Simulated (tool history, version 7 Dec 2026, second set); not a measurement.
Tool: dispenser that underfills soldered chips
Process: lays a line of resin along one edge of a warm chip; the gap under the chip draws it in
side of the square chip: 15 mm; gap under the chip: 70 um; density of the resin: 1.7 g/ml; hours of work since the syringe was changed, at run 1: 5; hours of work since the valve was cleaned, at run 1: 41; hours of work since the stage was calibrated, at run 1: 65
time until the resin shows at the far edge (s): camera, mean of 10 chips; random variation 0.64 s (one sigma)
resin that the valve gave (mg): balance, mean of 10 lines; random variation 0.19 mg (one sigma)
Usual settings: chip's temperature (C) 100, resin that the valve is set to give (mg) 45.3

run	hour	chip's temperature (C)	resin that the valve is set to give (mg)	hours of work since the syringe was changed	hours of work since the valve was cleaned	hours of work since the stage was calibrated	time until the resin shows at the far edge (s)	resin that the valve gave (mg)
1	0.0	100	45.3	5	41	65	69.7	44.08
# hour 3.2: new syringe of resin
2	5.9	100	47.5	2	44	68	62.2	46.27
3	9.5	100	52.3	4	46	71	68.4	50.78
4	12.0	100	52.3	5	48	72	73.1	50.40
# hour 14.3: new syringe of resin
5	16.2	100	52.3	1	50	75	58.5	50.78
6	21.3	100	52.3	4	53	78	68.8	50.57
7	23.9	100	48.2	6	55	79	72.7	46.61
# hour 25.5: new syringe of resin
8	27.3	100	48.2	1	57	81	59.6	46.41
9	32.8	100	48.2	4	60	85	68.7	46.32
# hour 36.7: new syringe of resin
10	37.1	104	46.4	0	63	87	52.1	44.30
11	41.1	91	56.3	3	65	89	81.7	54.21
12	46.7	91	56.3	6	68	93	94.6	54.10
# hour 47.9: new syringe of resin
13	51.5	100	42.2	2	71	96	63.0	40.17
14	57.4	103	39.2	6	75	99	68.6	37.29
# hour 59.0: new syringe of resin
15	60.6	109	45.9	1	77	101	48.2	43.84
16	65.3	94	40.3	4	80	104	80.8	38.18

4 ways to go on from here, each from the tool as it stands after run 16. What would each give?
A	68.2	109	53.3	6	81	106	?	?
B	68.2	100	38.6	6	81	106	?	?
C	68.2	108	40.8	6	81	106	?	?
D	68.2	112	39.6	6	81	106	?	?

run	time until the resin shows at the far edge (s)	resin that the valve gave (mg)
A	57.5	50.57
B	75.1	36.77
C	61.9	38.66
D	55.1	37.45
Without the tool's hidden state the same runs would have given:
run	time until the resin shows at the far edge (s)	resin that the valve gave (mg)
A	44.4	53.21
B	57.5	38.69
C	47.5	40.67
D	42.2	39.41
